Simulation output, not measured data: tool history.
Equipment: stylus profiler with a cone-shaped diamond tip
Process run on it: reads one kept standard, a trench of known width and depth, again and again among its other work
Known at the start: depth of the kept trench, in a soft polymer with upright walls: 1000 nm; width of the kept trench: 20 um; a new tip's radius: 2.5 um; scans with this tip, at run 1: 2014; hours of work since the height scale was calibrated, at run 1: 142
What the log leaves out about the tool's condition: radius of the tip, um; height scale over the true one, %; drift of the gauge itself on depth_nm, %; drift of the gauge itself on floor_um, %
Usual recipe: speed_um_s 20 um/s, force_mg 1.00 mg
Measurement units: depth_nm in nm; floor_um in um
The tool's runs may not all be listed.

run    hour  speed_um_s  force_mg  scans with this tip  hours of work since the height scale was calibrated  depth_nm  floor_um
  1     0.0          20      1.00                 2014                                                  142   1006.77     15.77
  2    58.1          20      1.00                 2645                                                  186   1006.80     15.82
  3   111.9          20      1.00                 3228                                                  227   1006.84     15.89
  4   157.9          20      1.00                 3728                                                  263   1006.75     15.85
  5   214.9          64      1.00                 4347                                                  306   1006.70     15.44
  6   266.4          64      1.00                 4906                                                  346   1006.62     15.41
  7   298.7          64      1.00                 5257                                                  370   1006.71     15.40
  8   337.0          64      1.00                 5672                                                  400   1006.76     15.41
  9   389.4          20      1.00                 6242                                                  440   1006.74     15.76
 10   422.6          20      1.67                 6602                                                  465   1009.45     15.84
 11   481.6          20      2.06                 7242                                                  510   1010.86     15.87
 12   522.5          20      2.06                 7687                                                  541   1011.06     15.93
 13   555.6          20      2.06                 8046                                                  567   1010.94     15.85
 14   606.4          20      2.06                 8597                                                  606   1011.03     15.85
 15   642.0          35      2.49                 8984                                                  633   1012.41     15.77
 16   689.3          20      1.68                 9498                                                  669   1009.59     15.82
 17   727.2           8      0.81                 9909                                                  698   1005.90     15.87
 18   787.1          37      0.52                10560                                                  744   1004.35     15.51
      812.8  -- new tip fitted, height scale calibrated
 19   825.4          21      0.98                  137                                                   10   1006.66     15.85
 20   866.5          23      0.55                  584                                                   41   1004.39     15.73
 21   895.4          54      0.83                  897                                                   63   1005.91     15.43
 22   935.2          54      0.83                 1329                                                   94   1005.94     15.43
 23   992.7          54      0.83                 1954                                                  138   1005.89     15.44
 24  1028.7          54      0.83                 2345                                                  165   1005.85     15.46
 25  1058.2           8      0.50                 2665                                                  188   1004.27     15.89
 26  1101.7          11      2.52                 3137                                                  221   1012.45     15.90
 27  1139.2          60      1.00                 3545                                                  250   1006.72     15.49

Branching from run 27: 4 alternative next runs. What would each branch give?
  A  1179.4          62      1.00                 3981                                                  280         ?         ?
  B  1179.4          26      0.55                 3981                                                  280         ?         ?
  C  1179.4          19      1.00                 3981                                                  280         ?         ?
  D  1179.4          67      2.15                 3981                                                  280         ?         ?

run  depth_nm  floor_um
  A   1006.78     15.37
  B   1004.53     15.69
  C   1006.78     15.81
  D   1011.35     15.67
What these runs would have given with no unlogged condition in the tool:
run  depth_nm  floor_um
  A   1006.78     15.38
  B   1004.53     15.70
  C   1006.78     15.82
  D   1011.35     15.68

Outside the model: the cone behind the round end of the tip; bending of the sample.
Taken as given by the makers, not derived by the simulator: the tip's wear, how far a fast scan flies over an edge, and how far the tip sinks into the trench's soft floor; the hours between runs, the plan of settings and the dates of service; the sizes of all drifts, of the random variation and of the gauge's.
